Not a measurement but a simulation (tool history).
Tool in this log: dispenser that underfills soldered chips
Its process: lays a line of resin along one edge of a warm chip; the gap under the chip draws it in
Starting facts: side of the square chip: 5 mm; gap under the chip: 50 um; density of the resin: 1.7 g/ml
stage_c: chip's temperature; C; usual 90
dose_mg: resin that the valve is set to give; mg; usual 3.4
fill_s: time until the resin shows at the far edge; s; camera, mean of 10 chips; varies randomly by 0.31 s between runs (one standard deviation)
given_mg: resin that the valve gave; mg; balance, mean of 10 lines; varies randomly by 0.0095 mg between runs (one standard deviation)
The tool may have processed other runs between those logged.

| run | hour | stage_c | dose_mg | fill_s | given_mg |
|---|---|---|---|---|---|
| 1 | 0 | 90 | 3.4 | 11 | 3.324 |
| 2 | 7.4 | 90 | 3.4 | 16.2 | 3.322 |
|  | 9.8 | new syringe of resin |
| 3 | 15.9 | 90 | 3.4 | 12.2 | 3.319 |
| 4 | 21.7 | 90 | 3.4 | 16.2 | 3.308 |
|  | 23.6 | new syringe of resin |
| 5 | 31 | 90 | 3.4 | 13.3 | 3.305 |
|  | 38.1 | new syringe of resin |
| 6 | 39.2 | 90 | 3.4 | 10 | 3.296 |
| 7 | 46.5 | 90 | 3.4 | 13.9 | 3.298 |
|  | 52.3 | new syringe of resin |
| 8 | 52.6 | 90 | 3.4 | 8.9 | 3.298 |
|  | 58.3 | dispensing valve cleaned and set on the balance |
| 9 | 63.3 | 90 | 3.4 | 14.9 | 3.397 |
|  | 67.2 | new syringe of resin |
| 10 | 70 | 90 | 3.4 | 10.4 | 3.395 |
| 11 | 80.1 | 90 | 3.4 | 17.1 | 3.373 |
|  | 81.6 | new syringe of resin |
| 12 | 89.5 | 90 | 3.4 | 13.3 | 3.372 |
|  | 95.5 | new syringe of resin |
| 13 | 97.6 | 90 | 3.4 | 9.7 | 3.378 |
| 14 | 104.2 | 90 | 3.4 | 14.4 | 3.365 |
|  | 110.1 | new syringe of resin |
| 15 | 113.1 | 90 | 3.55 | 10.3 | 3.492 |
| 16 | 123 | 90 | 3.55 | 17.2 | 3.483 |
|  | 124.7 | new syringe of resin |
| 17 | 130.9 | 90 | 3.55 | 12 | 3.483 |
| 18 | 137.6 | 90 | 3.23 | 17.4 | 3.152 |
|  | 138.8 | new syringe of resin |
| 19 | 147.3 | 92 | 2.99 | 13.1 | 2.933 |
|  | 152.9 | new syringe of resin |
| 20 | 156.1 | 91 | 4.2 | 10 | 4.07 |
| 21 | 163.4 | 88 | 3.4 | 16.1 | 3.301 |
|  | 167.3 | new syringe of resin |
| 22 | 170.1 | 88 | 3.4 | 11.1 | 3.314 |
| 23 | 177 | 88 | 3.4 | 15.4 | 3.307 |
|  | 181.5 | new syringe of resin |
| 24 | 182.6 | 77 | 3.57 | 14.6 | 3.453 |
| 25 | 192.8 | 78 | 4.39 | 23.3 | 4.236 |
|  | 195.7 | new syringe of resin |
| 26 | 200.6 | 75 | 3.41 | 19.1 | 3.284 |
| 27 | 205.1 | 104 | 3.92 | 8.4 | 3.772 |
|  | 210.3 | new syringe of resin |
|  | 213.5 | dispensing valve cleaned and set on the balance |
| 28 | 213.7 | 97 | 4.35 | 7.8 | 4.367 |
| 29 | 219.3 | 88 | 4.27 | 13.2 | 4.281 |
| 30 | 223.6 | 88 | 4.27 | 16.8 | 4.291 |
|  | 225.2 | new syringe of resin |
| 31 | 230 | 100 | 3.22 | 7.6 | 3.214 |
| 32 | 235.7 | 100 | 3.22 | 10.7 | 3.225 |
|  | 239.6 | new syringe of resin |
| 33 | 243.5 | 100 | 3.22 | 7.8 | 3.215 |
| 34 | 249.7 | 85 | 3.76 | 17.2 | 3.75 |
|  | 253.4 | new syringe of resin |
| 35 | 254.8 | 95 | 3.43 | 7.3 | 3.432 |

4 ways to go on from here, each from the tool as it stands after run 35. What would each give?
| A | 259.7 | 82 | 3.43 | ? | ? |
| B | 259.7 | 92 | 3.23 | ? | ? |
| C | 259.7 | 101 | 3.01 | ? | ? |
| D | 259.7 | 105 | 3.61 | ? | ? |

| run | fill_s | given_mg |
|---|---|---|
| A | 15.8 | 3.404 |
| B | 11.9 | 3.199 |
| C | 9.2 | 2.981 |
| D | 7.8 | 3.577 |
With no hidden state in the tool, these same runs would have given:
| run | fill_s | given_mg |
|---|---|---|
| A | 12.4 | 3.431 |
| B | 9.4 | 3.224 |
| C | 7.3 | 3.004 |
| D | 6.2 | 3.605 |
